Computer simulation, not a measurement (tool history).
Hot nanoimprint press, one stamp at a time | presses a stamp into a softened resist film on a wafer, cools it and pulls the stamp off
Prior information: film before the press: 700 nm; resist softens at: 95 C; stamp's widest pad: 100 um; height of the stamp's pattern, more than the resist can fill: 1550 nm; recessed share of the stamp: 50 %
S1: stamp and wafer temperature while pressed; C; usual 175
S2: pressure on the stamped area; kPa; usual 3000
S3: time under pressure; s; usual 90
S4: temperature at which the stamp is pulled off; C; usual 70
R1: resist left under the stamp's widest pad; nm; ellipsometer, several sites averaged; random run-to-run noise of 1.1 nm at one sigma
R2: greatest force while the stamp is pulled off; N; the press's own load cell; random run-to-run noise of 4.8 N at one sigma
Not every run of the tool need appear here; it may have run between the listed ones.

| run | hour | S1 | S2 | S3 | S4 | R1 | R2 |
|---|---|---|---|---|---|---|---|
| 1 | 0.0 | 175 | 3000 | 90 | 70 | 334.0 | 290 |
| 2 | 7.3 | 175 | 3000 | 90 | 70 | 334.8 | 291 |
| 3 | 14.5 | 175 | 3000 | 90 | 70 | 334.1 | 295 |
| 4 | 21.9 | 175 | 2060 | 90 | 70 | 383.1 | 289 |
| 5 | 29.9 | 175 | 2060 | 90 | 70 | 382.7 | 299 |
| 6 | 40.5 | 175 | 3000 | 90 | 70 | 333.7 | 304 |
| 7 | 53.3 | 175 | 3000 | 90 | 70 | 332.6 | 303 |
| 8 | 60.2 | 175 | 3000 | 90 | 70 | 334.2 | 291 |
| 9 | 71.1 | 175 | 3000 | 90 | 70 | 333.6 | 305 |
| 10 | 82.0 | 175 | 3000 | 90 | 70 | 333.5 | 303 |
| 11 | 88.5 | 175 | 3000 | 90 | 70 | 333.5 | 318 |
| 12 | 101.8 | 175 | 3000 | 90 | 70 | 332.3 | 309 |
| 13 | 109.2 | 175 | 3000 | 90 | 70 | 332.6 | 311 |
| 14 | 121.8 | 184 | 2030 | 122 | 57 | 224.0 | 400 |
| 15 | 128.7 | 184 | 2030 | 122 | 57 | 224.8 | 377 |
| 16 | 137.3 | 175 | 3000 | 146 | 70 | 273.1 | 315 |
| 17 | 144.2 | 168 | 3270 | 49 | 56 | 515.0 | 404 |
| 18 | 151.1 | 182 | 3920 | 144 | 62 | 170.3 | 374 |
| 19 | 160.4 | 182 | 3920 | 144 | 62 | 169.0 | 352 |
| 20 | 166.0 | 181 | 4580 | 119 | 76 | 182.3 | 288 |
| 21 | 175.2 | 171 | 2160 | 119 | 76 | 404.2 | 298 |
| 22 | 184.9 | 171 | 2000 | 119 | 75 | 415.7 | 297 |
| 23 | 191.9 | 175 | 3000 | 90 | 58 | 331.7 | 389 |
| 24 | 200.1 | 175 | 3000 | 90 | 76 | 331.6 | 297 |
| 25 | 210.4 | 175 | 3000 | 58 | 70 | 389.8 | 331 |

Below are 5 alternative next runs, each starting from the tool's condition after run 25. Predict each:
| A | 221.6 | 181 | 3000 | 70 | 70 | ? | ? |
| B | 221.6 | 165 | 3000 | 52 | 70 | ? | ? |
| C | 221.6 | 173 | 4280 | 90 | 70 | ? | ? |
| D | 221.6 | 175 | 3000 | 47 | 70 | ? | ? |
| E | 221.6 | 165 | 3000 | 90 | 68 | ? | ? |

| run | R1 | R2 |
|---|---|---|
| A | 276.1 | 336 |
| B | 561.3 | 339 |
| C | 317.9 | 341 |
| D | 418.2 | 329 |
| E | 497.8 | 360 |
Stripped of hidden state, with their random variation kept, the same runs would have yielded:
| run | R1 | R2 |
|---|---|---|
| A | 289.6 | 234 |
| B | 575.1 | 236 |
| C | 333.3 | 238 |
| D | 434.9 | 229 |
| E | 514.9 | 250 |
